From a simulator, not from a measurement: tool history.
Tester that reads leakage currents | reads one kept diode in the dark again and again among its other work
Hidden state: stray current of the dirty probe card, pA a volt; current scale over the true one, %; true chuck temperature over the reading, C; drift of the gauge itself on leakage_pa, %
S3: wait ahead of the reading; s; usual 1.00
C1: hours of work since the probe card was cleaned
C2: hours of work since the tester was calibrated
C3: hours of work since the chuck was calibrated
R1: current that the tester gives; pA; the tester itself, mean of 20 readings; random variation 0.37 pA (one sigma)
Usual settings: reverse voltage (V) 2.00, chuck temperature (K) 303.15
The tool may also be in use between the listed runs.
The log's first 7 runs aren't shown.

{"run": 8, "hour": 871.8, "reverse voltage (V)": 2.0, "chuck temperature (K)": 302.15, "S3": 1.0, "C1": 883, "C2": 2950, "C3": 1119, "R1": 99.23}
{"hour": 949.4, "done": "chuck's temperature calibrated"}
{"run": 9, "hour": 979.8, "reverse voltage (V)": 2.0, "chuck temperature (K)": 302.15, "S3": 1.0, "C1": 948, "C2": 3015, "C3": 19, "R1": 117.12}
{"run": 10, "hour": 1125.7, "reverse voltage (V)": 2.0, "chuck temperature (K)": 302.15, "S3": 1.0, "C1": 1036, "C2": 3104, "C3": 107, "R1": 115.53}
{"run": 11, "hour": 1267.1, "reverse voltage (V)": 2.0, "chuck temperature (K)": 302.15, "S3": 1.0, "C1": 1122, "C2": 3190, "C3": 193, "R1": 113.89}
{"run": 12, "hour": 1426.5, "reverse voltage (V)": 2.0, "chuck temperature (K)": 302.15, "S3": 1.0, "C1": 1219, "C2": 3287, "C3": 290, "R1": 113.01}
{"run": 13, "hour": 1571.1, "reverse voltage (V)": 2.0, "chuck temperature (K)": 302.15, "S3": 1.0, "C1": 1307, "C2": 3374, "C3": 378, "R1": 111.8}
{"run": 14, "hour": 1747.5, "reverse voltage (V)": 2.0, "chuck temperature (K)": 302.15, "S3": 1.0, "C1": 1414, "C2": 3482, "C3": 485, "R1": 110.37}
{"hour": 1766.3, "done": "probe card cleaned and baked"}
{"run": 15, "hour": 1825.9, "reverse voltage (V)": 2.0, "chuck temperature (K)": 303.15, "S3": 1.0, "C1": 36, "C2": 3528, "C3": 531, "R1": 116.12}
{"run": 16, "hour": 1910.6, "reverse voltage (V)": 2.0, "chuck temperature (K)": 303.15, "S3": 1.0, "C1": 88, "C2": 3579, "C3": 583, "R1": 116.4}
{"run": 17, "hour": 2042.7, "reverse voltage (V)": 2.0, "chuck temperature (K)": 303.15, "S3": 0.39, "C1": 168, "C2": 3659, "C3": 663, "R1": 115.65}
{"hour": 2056.3, "done": "tester calibrated"}
{"run": 18, "hour": 2211.1, "reverse voltage (V)": 2.0, "chuck temperature (K)": 303.15, "S3": 0.39, "C1": 269, "C2": 94, "C3": 764, "R1": 113.74}
{"run": 19, "hour": 2341.5, "reverse voltage (V)": 2.0, "chuck temperature (K)": 303.15, "S3": 0.39, "C1": 349, "C2": 173, "C3": 844, "R1": 113.18}
{"run": 20, "hour": 2509.4, "reverse voltage (V)": 2.0, "chuck temperature (K)": 303.15, "S3": 0.39, "C1": 451, "C2": 276, "C3": 946, "R1": 111.39}
{"run": 21, "hour": 2648.7, "reverse voltage (V)": 2.0, "chuck temperature (K)": 303.15, "S3": 0.39, "C1": 536, "C2": 360, "C3": 1031, "R1": 110.03}
{"run": 22, "hour": 2801.4, "reverse voltage (V)": 2.0, "chuck temperature (K)": 303.15, "S3": 0.39, "C1": 628, "C2": 453, "C3": 1123, "R1": 109.29}
{"hour": 2865.5, "done": "chuck's temperature calibrated"}
{"hour": 2934.8, "done": "tester calibrated, once more"}
{"run": 23, "hour": 2948.4, "reverse voltage (V)": 2.0, "chuck temperature (K)": 303.15, "S3": 0.39, "C1": 715, "C2": 8, "C3": 49, "R1": 121.08}
{"run": 24, "hour": 3052.7, "reverse voltage (V)": 2.0, "chuck temperature (K)": 303.15, "S3": 0.39, "C1": 779, "C2": 72, "C3": 113, "R1": 119.82}

Run 25 comes next. What will it give?
{"run": 25, "hour": 3171.3, "reverse voltage (V)": 2.0, "chuck temperature (K)": 303.15, "S3": 0.39, "C1": 851, "C2": 144, "C3": 185, "R1": "?"}

R1: 119.09 pA
Without the tool's hidden state the same run would have given R1 123.86 pA.
